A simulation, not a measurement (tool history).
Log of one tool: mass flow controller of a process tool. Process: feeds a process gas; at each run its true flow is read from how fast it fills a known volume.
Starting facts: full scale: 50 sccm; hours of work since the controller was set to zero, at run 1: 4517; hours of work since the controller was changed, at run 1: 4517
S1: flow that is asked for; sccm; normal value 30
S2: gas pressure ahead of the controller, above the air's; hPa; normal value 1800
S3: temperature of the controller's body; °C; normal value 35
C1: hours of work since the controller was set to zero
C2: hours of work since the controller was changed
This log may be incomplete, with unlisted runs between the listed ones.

{"run": 1, "hour": 0.0, "S1": 30, "S2": 1800, "S3": 35, "C1": 4517, "C2": 4517, "true flow (%)": 99.39}
{"run": 2, "hour": 173.5, "S1": 30, "S2": 1800, "S3": 35, "C1": 4644, "C2": 4644, "true flow (%)": 99.32}
{"run": 3, "hour": 357.0, "S1": 30, "S2": 1800, "S3": 35, "C1": 4777, "C2": 4777, "true flow (%)": 99.39}
{"run": 4, "hour": 447.9, "S1": 30, "S2": 1800, "S3": 35, "C1": 4844, "C2": 4844, "true flow (%)": 99.48}
{"run": 5, "hour": 539.2, "S1": 30, "S2": 1800, "S3": 35, "C1": 4910, "C2": 4910, "true flow (%)": 99.32}
{"run": 6, "hour": 709.6, "S1": 30, "S2": 1800, "S3": 35, "C1": 5034, "C2": 5034, "true flow (%)": 99.46}
{"run": 7, "hour": 799.6, "S1": 30, "S2": 1800, "S3": 35, "C1": 5100, "C2": 5100, "true flow (%)": 99.33}
{"run": 8, "hour": 1005.8, "S1": 30, "S2": 2050, "S3": 35, "C1": 5250, "C2": 5250, "true flow (%)": 99.16}
{"hour": 1093.5, "done": "controller's zero set anew"}
{"run": 9, "hour": 1109.3, "S1": 30, "S2": 2050, "S3": 35, "C1": 12, "C2": 5325, "true flow (%)": 99.28}
{"run": 10, "hour": 1316.1, "S1": 30, "S2": 1800, "S3": 35, "C1": 162, "C2": 5476, "true flow (%)": 99.41}
{"run": 11, "hour": 1447.2, "S1": 30, "S2": 1800, "S3": 35, "C1": 258, "C2": 5571, "true flow (%)": 99.36}
{"run": 12, "hour": 1582.1, "S1": 30, "S2": 1800, "S3": 35, "C1": 356, "C2": 5670, "true flow (%)": 99.45}
{"run": 13, "hour": 1703.0, "S1": 30, "S2": 1800, "S3": 35, "C1": 444, "C2": 5758, "true flow (%)": 99.53}
{"run": 14, "hour": 1812.4, "S1": 30, "S2": 1800, "S3": 35, "C1": 524, "C2": 5837, "true flow (%)": 99.38}
{"run": 15, "hour": 1986.6, "S1": 8, "S2": 1800, "S3": 35, "C1": 651, "C2": 5964, "true flow (%)": 98.83}
{"run": 16, "hour": 2130.8, "S1": 30, "S2": 1680, "S3": 35, "C1": 756, "C2": 6069, "true flow (%)": 99.44}
{"run": 17, "hour": 2308.6, "S1": 30, "S2": 2580, "S3": 35, "C1": 885, "C2": 6199, "true flow (%)": 98.87}
{"run": 18, "hour": 2468.2, "S1": 30, "S2": 2580, "S3": 35, "C1": 1002, "C2": 6315, "true flow (%)": 98.93}
{"run": 19, "hour": 2590.8, "S1": 11, "S2": 1800, "S3": 35, "C1": 1091, "C2": 6405, "true flow (%)": 99.03}
{"run": 20, "hour": 2802.5, "S1": 11, "S2": 1800, "S3": 35, "C1": 1245, "C2": 6559, "true flow (%)": 98.76}
{"run": 21, "hour": 2979.7, "S1": 25, "S2": 1800, "S3": 35, "C1": 1374, "C2": 6688, "true flow (%)": 99.19}
{"run": 22, "hour": 3123.7, "S1": 25, "S2": 1800, "S3": 35, "C1": 1479, "C2": 6793, "true flow (%)": 99.25}
{"run": 23, "hour": 3305.6, "S1": 30, "S2": 2100, "S3": 35, "C1": 1612, "C2": 6925, "true flow (%)": 99.1}
{"run": 24, "hour": 3501.7, "S1": 30, "S2": 1800, "S3": 35, "C1": 1755, "C2": 7068, "true flow (%)": 99.45}
{"run": 25, "hour": 3722.1, "S1": 18, "S2": 1800, "S3": 21, "C1": 1915, "C2": 7229, "true flow (%)": 99.44}
{"run": 26, "hour": 3822.3, "S1": 12, "S2": 2220, "S3": 30, "C1": 1988, "C2": 7302, "true flow (%)": 98.7}
{"run": 27, "hour": 3920.6, "S1": 43, "S2": 1590, "S3": 30, "C1": 2060, "C2": 7373, "true flow (%)": 100.02}
{"run": 28, "hour": 4089.1, "S1": 45, "S2": 2520, "S3": 39, "C1": 2183, "C2": 7496, "true flow (%)": 99.25}
{"run": 29, "hour": 4247.3, "S1": 45, "S2": 2520, "S3": 39, "C1": 2298, "C2": 7611, "true flow (%)": 99.28}
{"run": 30, "hour": 4412.9, "S1": 45, "S2": 2520, "S3": 39, "C1": 2418, "C2": 7732, "true flow (%)": 99.32}
{"run": 31, "hour": 4556.0, "S1": 27, "S2": 2620, "S3": 28, "C1": 2523, "C2": 7836, "true flow (%)": 98.77}
{"run": 32, "hour": 4775.4, "S1": 49, "S2": 1880, "S3": 29, "C1": 2683, "C2": 7996, "true flow (%)": 100.04}
{"run": 33, "hour": 4977.6, "S1": 30, "S2": 2020, "S3": 29, "C1": 2830, "C2": 8144, "true flow (%)": 99.38}
{"run": 34, "hour": 5148.3, "S1": 24, "S2": 1680, "S3": 24, "C1": 2954, "C2": 8268, "true flow (%)": 99.78}
{"run": 35, "hour": 5256.3, "S1": 8, "S2": 1590, "S3": 36, "C1": 3033, "C2": 8347, "true flow (%)": 98.84}
{"run": 36, "hour": 5427.2, "S1": 8, "S2": 1590, "S3": 36, "C1": 3157, "C2": 8471, "true flow (%)": 98.8}
{"run": 37, "hour": 5620.2, "S1": 8, "S2": 2030, "S3": 24, "C1": 3298, "C2": 8612, "true flow (%)": 98.86}
{"run": 38, "hour": 5754.3, "S1": 20, "S2": 1710, "S3": 27, "C1": 3396, "C2": 8709, "true flow (%)": 99.4}
{"run": 39, "hour": 5875.7, "S1": 10, "S2": 2430, "S3": 21, "C1": 3484, "C2": 8798, "true flow (%)": 98.82}
{"run": 40, "hour": 6048.1, "S1": 10, "S2": 2430, "S3": 21, "C1": 3610, "C2": 8923, "true flow (%)": 98.78}
{"run": 41, "hour": 6167.3, "S1": 5, "S2": 1960, "S3": 21, "C1": 3697, "C2": 9010, "true flow (%)": 99.0}
{"run": 42, "hour": 6306.7, "S1": 5, "S2": 1960, "S3": 21, "C1": 3798, "C2": 9112, "true flow (%)": 98.77}
{"run": 43, "hour": 6510.3, "S1": 5, "S2": 1960, "S3": 21, "C1": 3947, "C2": 9260, "true flow (%)": 98.83}
{"run": 44, "hour": 6652.2, "S1": 15, "S2": 2530, "S3": 35, "C1": 4050, "C2": 9364, "true flow (%)": 98.57}
{"run": 45, "hour": 6808.0, "S1": 48, "S2": 2110, "S3": 21, "C1": 4163, "C2": 9477, "true flow (%)": 100.06}
{"run": 46, "hour": 6898.6, "S1": 25, "S2": 2200, "S3": 26, "C1": 4229, "C2": 9543, "true flow (%)": 99.24}
{"run": 47, "hour": 7107.1, "S1": 25, "S2": 2200, "S3": 26, "C1": 4381, "C2": 9695, "true flow (%)": 99.28}
{"run": 48, "hour": 7225.1, "S1": 25, "S2": 2200, "S3": 26, "C1": 4467, "C2": 9781, "true flow (%)": 99.2}

For each entry between runs, how does the tool's hidden state at the last listed run before it compare with that at the first listed run after it?
Logged between run 8 and run 9: controller's zero set anew (hour 1093.5)
  flow at rest that the sensor doesn't see, % of full scale: -0.009 -> 0

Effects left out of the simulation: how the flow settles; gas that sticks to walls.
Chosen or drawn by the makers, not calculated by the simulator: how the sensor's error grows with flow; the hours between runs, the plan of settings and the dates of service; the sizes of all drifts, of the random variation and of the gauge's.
